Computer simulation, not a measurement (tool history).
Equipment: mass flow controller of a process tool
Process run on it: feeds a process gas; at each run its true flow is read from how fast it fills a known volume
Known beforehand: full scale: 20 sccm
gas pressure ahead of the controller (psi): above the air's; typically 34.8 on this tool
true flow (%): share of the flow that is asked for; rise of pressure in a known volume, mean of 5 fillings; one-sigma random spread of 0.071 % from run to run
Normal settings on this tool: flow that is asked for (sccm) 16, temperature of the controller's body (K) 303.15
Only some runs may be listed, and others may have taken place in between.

run	hour	flow that is asked for (sccm)	gas pressure ahead of the controller (psi)	temperature of the controller's body (K)	true flow (%)
1	0	16	34.8	303.15	95.54
2	546.4	16	24.7	303.15	95.15
3	1129.3	16	24.7	303.15	94.83
4	1512.9	16	24.7	303.15	94.82
5	1934.5	16	24.7	303.15	94.57
6	2259.7	16	24.7	303.15	94.44
7	2525.3	16	24.7	303.15	94.51
8	3114.5	16	24.7	303.15	94.37
9	3467.4	16	34.8	303.15	94.69
10	3921.5	16	32.8	303.15	94.25
11	4159.7	16	32.8	303.15	94.26
# hour 4501.6: controller exchanged for a calibrated one
12	4505	16	32.8	303.15	99.26
13	5094.2	12	32.8	303.15	98.83
14	5420.9	12	32.8	303.15	98.72
15	5880	12	32.8	303.15	98.69
16	6290.8	12	32.8	303.15	98.46
17	6847	16	34.8	303.15	98.77
18	7219.5	19	34.8	303.15	98.93
19	7477.2	19	34.8	308.15	98.38
20	7883.9	19	34.8	308.15	98.36
21	8264.2	10	34.8	303.15	97.64
22	8575.2	16	34.8	303.15	98.23
23	8959.1	16	34.8	303.15	98.22
24	9241.3	16	34.8	303.15	98.18
25	9668.9	3	38.9	304.15	94.38
26	9997.3	3	34.8	303.15	93.96
27	10387.7	3	34.8	303.15	93.68
28	10820.2	7	22.3	304.15	95.5
29	11195	3	39	300.15	93.52
30	11541.5	3	39	300.15	93.38
31	12040.4	3	23.9	295.15	92.77
32	12483.9	13	20.7	295.15	96.98
33	12904.7	13	20.5	311.15	95.33
34	13174.8	3	23.8	295.15	91.9
35	13633.9	3	29.3	297.15	91.57
36	14153.5	3	29.3	297.15	91.22
37	14450.5	4	29.3	295.15	92.69
38	14831.6	4	29.3	295.15	92.46
39	15285.2	6	29.3	295.15	94.14
40	15530.3	3	25.8	310.15	88.56
41	15777.4	11	29.2	303.15	95.09
42	16194.9	11	29.2	303.15	95.02
43	16489.6	18	40.2	300.15	96.93
# hour 16944.1: controller's zero set anew
44	17045.6	4	39.6	303.15	96.65
45	17606	16	37.7	303.15	97.48
46	17987.3	4	24.4	293.15	96.44
47	18337.4	3	23.1	297.15	95.37

The same runs without the tool's hidden state, with the same run-to-run variation:
Hidden state present: flow at rest that the sensor doesn't see, % of full scale; true flow over the shown one, %; drift of the gauge itself on true_pct, %.
run	true flow (%)
1	99.47
2	99.22
3	99.07
4	99.17
5	99.02
6	98.98
7	99.12
8	99.13
9	99.55
10	99.23
11	99.3
12	99.36
13	99.13
14	99.12
15	99.24
16	99.13
17	99.5
18	99.7
19	99.22
20	99.31
21	99.05
22	99.43
23	99.52
24	99.55
25	98.73
26	98.55
27	98.55
28	98.31
29	99.02
30	99.15
31	98.92
32	99.44
33	97.91
34	98.95
35	98.98
36	99.04
37	99.11
38	99.11
39	99.32
40	97.44
41	98.84
42	98.9
43	100.08
44	98.85
45	99.63
46	99.24
47	98.69
